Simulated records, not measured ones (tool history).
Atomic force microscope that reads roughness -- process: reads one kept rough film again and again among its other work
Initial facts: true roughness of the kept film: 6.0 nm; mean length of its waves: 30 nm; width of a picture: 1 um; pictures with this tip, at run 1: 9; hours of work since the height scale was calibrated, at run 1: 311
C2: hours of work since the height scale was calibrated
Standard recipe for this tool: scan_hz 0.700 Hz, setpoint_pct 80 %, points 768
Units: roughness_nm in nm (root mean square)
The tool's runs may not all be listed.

{"run": 1, "hour": 0.0, "scan_hz": 0.7, "setpoint_pct": 80, "points": 768, "pictures with this tip": 9, "C2": 311, "roughness_nm": 4.862}
{"run": 2, "hour": 20.5, "scan_hz": 0.7, "setpoint_pct": 75, "points": 768, "pictures with this tip": 50, "C2": 324, "roughness_nm": 4.459}
{"hour": 31.8, "done": "new tip fitted"}
{"run": 3, "hour": 36.0, "scan_hz": 0.7, "setpoint_pct": 75, "points": 768, "pictures with this tip": 9, "C2": 334, "roughness_nm": 4.959}
{"run": 4, "hour": 63.7, "scan_hz": 0.7, "setpoint_pct": 75, "points": 768, "pictures with this tip": 64, "C2": 352, "roughness_nm": 4.341}
{"hour": 67.5, "done": "new tip fitted"}
{"run": 5, "hour": 87.1, "scan_hz": 0.7, "setpoint_pct": 75, "points": 768, "pictures with this tip": 39, "C2": 366, "roughness_nm": 4.622}
{"hour": 102.4, "done": "new tip fitted"}
{"run": 6, "hour": 103.9, "scan_hz": 0.7, "setpoint_pct": 75, "points": 768, "pictures with this tip": 3, "C2": 377, "roughness_nm": 4.954}
{"run": 7, "hour": 134.2, "scan_hz": 2.627, "setpoint_pct": 80, "points": 768, "pictures with this tip": 63, "C2": 396, "roughness_nm": 3.746}
{"hour": 138.5, "done": "new tip fitted"}
{"run": 8, "hour": 156.7, "scan_hz": 2.627, "setpoint_pct": 80, "points": 486, "pictures with this tip": 37, "C2": 410, "roughness_nm": 3.962}
{"run": 9, "hour": 169.9, "scan_hz": 0.7, "setpoint_pct": 80, "points": 768, "pictures with this tip": 63, "C2": 418, "roughness_nm": 4.311}
{"hour": 174.1, "done": "new tip fitted"}
{"run": 10, "hour": 195.5, "scan_hz": 0.7, "setpoint_pct": 80, "points": 768, "pictures with this tip": 43, "C2": 434, "roughness_nm": 4.452}
{"hour": 210.7, "done": "new tip fitted"}
{"run": 11, "hour": 211.0, "scan_hz": 0.7, "setpoint_pct": 80, "points": 768, "pictures with this tip": 1, "C2": 444, "roughness_nm": 4.972}
{"run": 12, "hour": 232.2, "scan_hz": 0.7, "setpoint_pct": 80, "points": 768, "pictures with this tip": 43, "C2": 457, "roughness_nm": 4.476}
{"hour": 245.6, "done": "new tip fitted"}
{"run": 13, "hour": 256.4, "scan_hz": 0.7, "setpoint_pct": 80, "points": 768, "pictures with this tip": 22, "C2": 472, "roughness_nm": 4.632}
{"hour": 259.7, "done": "height scale calibrated on a step standard"}
{"run": 14, "hour": 275.4, "scan_hz": 0.7, "setpoint_pct": 80, "points": 768, "pictures with this tip": 58, "C2": 10, "roughness_nm": 4.326}
{"hour": 281.0, "done": "new tip fitted"}
{"run": 15, "hour": 294.9, "scan_hz": 0.7, "setpoint_pct": 80, "points": 768, "pictures with this tip": 27, "C2": 22, "roughness_nm": 4.602}
{"run": 16, "hour": 309.8, "scan_hz": 0.7, "setpoint_pct": 80, "points": 768, "pictures with this tip": 57, "C2": 32, "roughness_nm": 4.327}
{"hour": 315.9, "done": "new tip fitted"}
{"run": 17, "hour": 328.5, "scan_hz": 0.7, "setpoint_pct": 80, "points": 768, "pictures with this tip": 25, "C2": 43, "roughness_nm": 4.626}
{"run": 18, "hour": 340.8, "scan_hz": 0.7, "setpoint_pct": 80, "points": 768, "pictures with this tip": 50, "C2": 51, "roughness_nm": 4.387}
{"hour": 350.5, "done": "new tip fitted"}
{"run": 19, "hour": 366.6, "scan_hz": 0.7, "setpoint_pct": 80, "points": 768, "pictures with this tip": 32, "C2": 67, "roughness_nm": 4.568}
{"hour": 385.4, "done": "new tip fitted"}
{"run": 20, "hour": 394.4, "scan_hz": 0.7, "setpoint_pct": 61, "points": 768, "pictures with this tip": 18, "C2": 85, "roughness_nm": 4.864}
{"hour": 404.8, "done": "height scale calibrated on a step standard, once more"}
{"run": 21, "hour": 411.9, "scan_hz": 0.7, "setpoint_pct": 61, "points": 316, "pictures with this tip": 51, "C2": 5, "roughness_nm": 4.543}
{"hour": 422.2, "done": "new tip fitted"}
{"run": 22, "hour": 428.3, "scan_hz": 0.7, "setpoint_pct": 61, "points": 316, "pictures with this tip": 13, "C2": 15, "roughness_nm": 4.914}
{"hour": 456.9, "done": "new tip fitted"}
{"run": 23, "hour": 457.3, "scan_hz": 0.7, "setpoint_pct": 61, "points": 737, "pictures with this tip": 0, "C2": 33, "roughness_nm": 5.198}
{"run": 24, "hour": 488.0, "scan_hz": 0.7, "setpoint_pct": 61, "points": 737, "pictures with this tip": 61, "C2": 52, "roughness_nm": 4.476}
{"hour": 493.0, "done": "new tip fitted"}
{"run": 25, "hour": 502.6, "scan_hz": 0.7, "setpoint_pct": 69, "points": 737, "pictures with this tip": 19, "C2": 61, "roughness_nm": 4.865}
{"run": 26, "hour": 523.0, "scan_hz": 0.7, "setpoint_pct": 89, "points": 460, "pictures with this tip": 60, "C2": 74, "roughness_nm": 4.213}
{"hour": 527.9, "done": "new tip fitted"}
{"run": 27, "hour": 553.6, "scan_hz": 2.939, "setpoint_pct": 61, "points": 513, "pictures with this tip": 51, "C2": 93, "roughness_nm": 4.329}
{"hour": 564.6, "done": "new tip fitted"}
{"run": 28, "hour": 570.6, "scan_hz": 2.939, "setpoint_pct": 61, "points": 513, "pictures with this tip": 12, "C2": 104, "roughness_nm": 4.671}
{"run": 29, "hour": 585.7, "scan_hz": 0.7, "setpoint_pct": 72, "points": 950, "pictures with this tip": 42, "C2": 114, "roughness_nm": 4.565}
{"hour": 599.4, "done": "new tip fitted"}
{"run": 30, "hour": 610.9, "scan_hz": 0.772, "setpoint_pct": 68, "points": 768, "pictures with this tip": 23, "C2": 129, "roughness_nm": 4.768}
{"run": 31, "hour": 629.9, "scan_hz": 1.774, "setpoint_pct": 79, "points": 768, "pictures with this tip": 61, "C2": 141, "roughness_nm": 4.012}
{"hour": 635.0, "done": "new tip fitted"}
{"run": 32, "hour": 651.3, "scan_hz": 1.059, "setpoint_pct": 80, "points": 361, "pictures with this tip": 32, "C2": 155, "roughness_nm": 4.476}
{"hour": 670.0, "done": "new tip fitted"}
{"run": 33, "hour": 679.9, "scan_hz": 0.624, "setpoint_pct": 80, "points": 340, "pictures with this tip": 20, "C2": 173, "roughness_nm": 4.735}
{"run": 34, "hour": 696.9, "scan_hz": 1.421, "setpoint_pct": 57, "points": 768, "pictures with this tip": 54, "C2": 183, "roughness_nm": 4.539}
{"hour": 705.6, "done": "new tip fitted"}
{"run": 35, "hour": 717.2, "scan_hz": 1.416, "setpoint_pct": 57, "points": 768, "pictures with this tip": 23, "C2": 196, "roughness_nm": 4.799}
{"run": 36, "hour": 739.1, "scan_hz": 1.416, "setpoint_pct": 57, "points": 768, "pictures with this tip": 67, "C2": 210, "roughness_nm": 4.407}
{"hour": 741.1, "done": "new tip fitted"}
{"run": 37, "hour": 763.6, "scan_hz": 0.505, "setpoint_pct": 64, "points": 346, "pictures with this tip": 44, "C2": 225, "roughness_nm": 4.662}
{"hour": 777.2, "done": "new tip fitted"}
{"run": 38, "hour": 784.4, "scan_hz": 0.7, "setpoint_pct": 87, "points": 338, "pictures with this tip": 15, "C2": 238, "roughness_nm": 4.633}
{"run": 39, "hour": 798.1, "scan_hz": 2.819, "setpoint_pct": 80, "points": 314, "pictures with this tip": 42, "C2": 247, "roughness_nm": 3.787}
{"hour": 812.0, "done": "new tip fitted"}
{"run": 40, "hour": 814.2, "scan_hz": 2.153, "setpoint_pct": 80, "points": 737, "pictures with this tip": 4, "C2": 257, "roughness_nm": 4.485}
{"run": 41, "hour": 842.1, "scan_hz": 2.153, "setpoint_pct": 80, "points": 737, "pictures with this tip": 59, "C2": 275, "roughness_nm": 3.921}
{"hour": 847.5, "done": "new tip fitted"}
{"run": 42, "hour": 863.2, "scan_hz": 1.371, "setpoint_pct": 80, "points": 270, "pictures with this tip": 31, "C2": 288, "roughness_nm": 4.329}
{"hour": 883.1, "done": "new tip fitted"}
{"run": 43, "hour": 884.6, "scan_hz": 1.371, "setpoint_pct": 80, "points": 270, "pictures with this tip": 3, "C2": 301, "roughness_nm": 4.582}
{"run": 44, "hour": 915.1, "scan_hz": 0.683, "setpoint_pct": 80, "points": 768, "pictures with this tip": 64, "C2": 320, "roughness_nm": 4.271}
{"hour": 917.9, "done": "new tip fitted"}
{"run": 45, "hour": 930.0, "scan_hz": 0.933, "setpoint_pct": 60, "points": 768, "pictures with this tip": 24, "C2": 329, "roughness_nm": 4.828}
{"hour": 952.4, "done": "new tip fitted"}
{"run": 46, "hour": 953.6, "scan_hz": 1.081, "setpoint_pct": 80, "points": 760, "pictures with this tip": 2, "C2": 344, "roughness_nm": 4.781}
{"run": 47, "hour": 975.4, "scan_hz": 1.081, "setpoint_pct": 80, "points": 760, "pictures with this tip": 46, "C2": 358, "roughness_nm": 4.379}
{"hour": 987.1, "done": "new tip fitted"}
{"run": 48, "hour": 996.1, "scan_hz": 0.736, "setpoint_pct": 78, "points": 760, "pictures with this tip": 18, "C2": 371, "roughness_nm": 4.793}
{"hour": 1024.0, "done": "new tip fitted"}
{"run": 49, "hour": 1027.2, "scan_hz": 3.281, "setpoint_pct": 80, "points": 418, "pictures with this tip": 6, "C2": 390, "roughness_nm": 4.074}

Across each entry between runs, compare the hidden state at the last listed run before it with the hidden state at the first listed run after it:
From run 2 to run 3: new tip fitted (hour 31.8)
  radius of the tip, nm: 10.8 -> 6.1; height scale over the true one, %: -0.45 -> -0.47
  measured less the result without the state, roughness_nm: -0.621 -> -0.146 nm (root mean square)
From run 4 to run 5: new tip fitted (hour 67.5)
  radius of the tip, nm: 11.9 -> 9.1; height scale over the true one, %: -0.49 -> -0.51
  measured less the result without the state, roughness_nm: -0.722 -> -0.468 nm (root mean square)
From run 5 to run 6: new tip fitted (hour 102.4)
  radius of the tip, nm: 9.1 -> 6; height scale over the true one, %: -0.51 -> -0.53
  measured less the result without the state, roughness_nm: -0.468 -> -0.138 nm (root mean square)
From run 7 to run 8: new tip fitted (hour 138.5)
  radius of the tip, nm: 12.3 -> 9.1; height scale over the true one, %: -0.56 -> -0.59
  measured less the result without the state, roughness_nm: -0.657 -> -0.407 nm (root mean square)
From run 9 to run 10: new tip fitted (hour 174.1)
  radius of the tip, nm: 11.8 -> 10.4; height scale over the true one, %: -0.6 -> -0.63
  measured less the result without the state, roughness_nm: -0.709 -> -0.592 nm (root mean square)
From run 10 to run 11: new tip fitted (hour 210.7)
  radius of the tip, nm: 10.4 -> 5.2; height scale over the true one, %: -0.63 -> -0.64
  measured less the result without the state, roughness_nm: -0.592 -> -0.051 nm (root mean square)
From run 12 to run 13: new tip fitted (hour 245.6)
  radius of the tip, nm: 9.9 -> 8; height scale over the true one, %: -0.66 -> -0.68
  measured less the result without the state, roughness_nm: -0.542 -> -0.359 nm (root mean square)
From run 13 to run 14: height scale calibrated on a step standard (hour 259.7)
  radius of the tip, nm: 8 -> 11.6; height scale over the true one, %: -0.68 -> -1.03
  measured less the result without the state, roughness_nm: -0.359 -> -0.712 nm (root mean square)
From run 14 to run 15: new tip fitted (hour 281.0)
  radius of the tip, nm: 11.6 -> 8.2; height scale over the true one, %: -1.03 -> -1.05
  measured less the result without the state, roughness_nm: -0.712 -> -0.390 nm (root mean square)
From run 16 to run 17: new tip fitted (hour 315.9)
  radius of the tip, nm: 11.3 -> 8.1; height scale over the true one, %: -1.06 -> -1.08
  measured less the result without the state, roughness_nm: -0.692 -> -0.385 nm (root mean square)
From run 18 to run 19: new tip fitted (hour 350.5)
  radius of the tip, nm: 10.6 -> 8.6; height scale over the true one, %: -1.1 -> -1.12
  measured less the result without the state, roughness_nm: -0.630 -> -0.435 nm (root mean square)
From run 19 to run 20: new tip fitted (hour 385.4)
  radius of the tip, nm: 8.6 -> 7.5; height scale over the true one, %: -1.12 -> -1.15
  measured less the result without the state, roughness_nm: -0.435 -> -0.345 nm (root mean square)
From run 20 to run 21: height scale calibrated on a step standard, once more (hour 404.8)
  radius of the tip, nm: 7.5 -> 11; height scale over the true one, %: -1.15 -> 0.08
  measured less the result without the state, roughness_nm: -0.345 -> -0.627 nm (root mean square)
From run 21 to run 22: new tip fitted (hour 422.2)
  radius of the tip, nm: 11 -> 6.9; height scale over the true one, %: 0.08 -> 0.07
  measured less the result without the state, roughness_nm: -0.627 -> -0.212 nm (root mean square)
From run 22 to run 23: new tip fitted (hour 456.9)
  radius of the tip, nm: 6.9 -> 5.1; height scale over the true one, %: 0.07 -> 0.03
  measured less the result without the state, roughness_nm: -0.212 -> -0.012 nm (root mean square)
From run 24 to run 25: new tip fitted (hour 493.0)
  radius of the tip, nm: 11.9 -> 7.4; height scale over the true one, %: 0 -> -0.01
  measured less the result without the state, roughness_nm: -0.718 -> -0.267 nm (root mean square)
From run 26 to run 27: new tip fitted (hour 527.9)
  radius of the tip, nm: 11.9 -> 10.7; height scale over the true one, %: -0.03 -> -0.06
  measured less the result without the state, roughness_nm: -0.676 -> -0.577 nm (root mean square)
From run 27 to run 28: new tip fitted (hour 564.6)
  radius of the tip, nm: 10.7 -> 6.7; height scale over the true one, %: -0.06 -> -0.08
  measured less the result without the state, roughness_nm: -0.577 -> -0.184 nm (root mean square)
From run 29 to run 30: new tip fitted (hour 599.4)
  radius of the tip, nm: 9.9 -> 8.2; height scale over the true one, %: -0.09 -> -0.12
  measured less the result without the state, roughness_nm: -0.530 -> -0.361 nm (root mean square)
From run 31 to run 32: new tip fitted (hour 635.0)
  radius of the tip, nm: 12 -> 8.7; height scale over the true one, %: -0.14 -> -0.16
  measured less the result without the state, roughness_nm: -0.659 -> -0.395 nm (root mean square)
From run 32 to run 33: new tip fitted (hour 670.0)
  radius of the tip, nm: 8.7 -> 7.3; height scale over the true one, %: -0.16 -> -0.19
  measured less the result without the state, roughness_nm: -0.395 -> -0.264 nm (root mean square)
From run 34 to run 35: new tip fitted (hour 705.6)
  radius of the tip, nm: 10.7 -> 7.8; height scale over the true one, %: -0.21 -> -0.23
  measured less the result without the state, roughness_nm: -0.607 -> -0.325 nm (root mean square)
From run 36 to run 37: new tip fitted (hour 741.1)
  radius of the tip, nm: 12.1 -> 9.7; height scale over the true one, %: -0.25 -> -0.28
  measured less the result without the state, roughness_nm: -0.742 -> -0.519 nm (root mean square)
From run 37 to run 38: new tip fitted (hour 777.2)
  radius of the tip, nm: 9.7 -> 7.3; height scale over the true one, %: -0.28 -> -0.3
  measured less the result without the state, roughness_nm: -0.519 -> -0.265 nm (root mean square)
From run 39 to run 40: new tip fitted (hour 812.0)
  radius of the tip, nm: 10.3 -> 5.4; height scale over the true one, %: -0.31 -> -0.33
  measured less the result without the state, roughness_nm: -0.482 -> -0.061 nm (root mean square)
From run 41 to run 42: new tip fitted (hour 847.5)
  radius of the tip, nm: 11 -> 8.7; height scale over the true one, %: -0.36 -> -0.38
  measured less the result without the state, roughness_nm: -0.566 -> -0.387 nm (root mean square)
From run 42 to run 43: new tip fitted (hour 883.1)
  radius of the tip, nm: 8.7 -> 5.7; height scale over the true one, %: -0.38 -> -0.4
  measured less the result without the state, roughness_nm: -0.387 -> -0.095 nm (root mean square)
From run 44 to run 45: new tip fitted (hour 917.9)
  radius of the tip, nm: 12.1 -> 7.7; height scale over the true one, %: -0.43 -> -0.44
  measured less the result without the state, roughness_nm: -0.726 -> -0.326 nm (root mean square)
From run 45 to run 46: new tip fitted (hour 952.4)
  radius of the tip, nm: 7.7 -> 5.7; height scale over the true one, %: -0.44 -> -0.47
  measured less the result without the state, roughness_nm: -0.326 -> -0.097 nm (root mean square)
From run 47 to run 48: new tip fitted (hour 987.1)
  radius of the tip, nm: 9.9 -> 6.8; height scale over the true one, %: -0.49 -> -0.51
  measured less the result without the state, roughness_nm: -0.524 -> -0.229 nm (root mean square)
From run 48 to run 49: new tip fitted (hour 1024.0)
  radius of the tip, nm: 6.8 -> 6; height scale over the true one, %: -0.51 -> -0.54
  measured less the result without the state, roughness_nm: -0.229 -> -0.118 nm (root mean square)
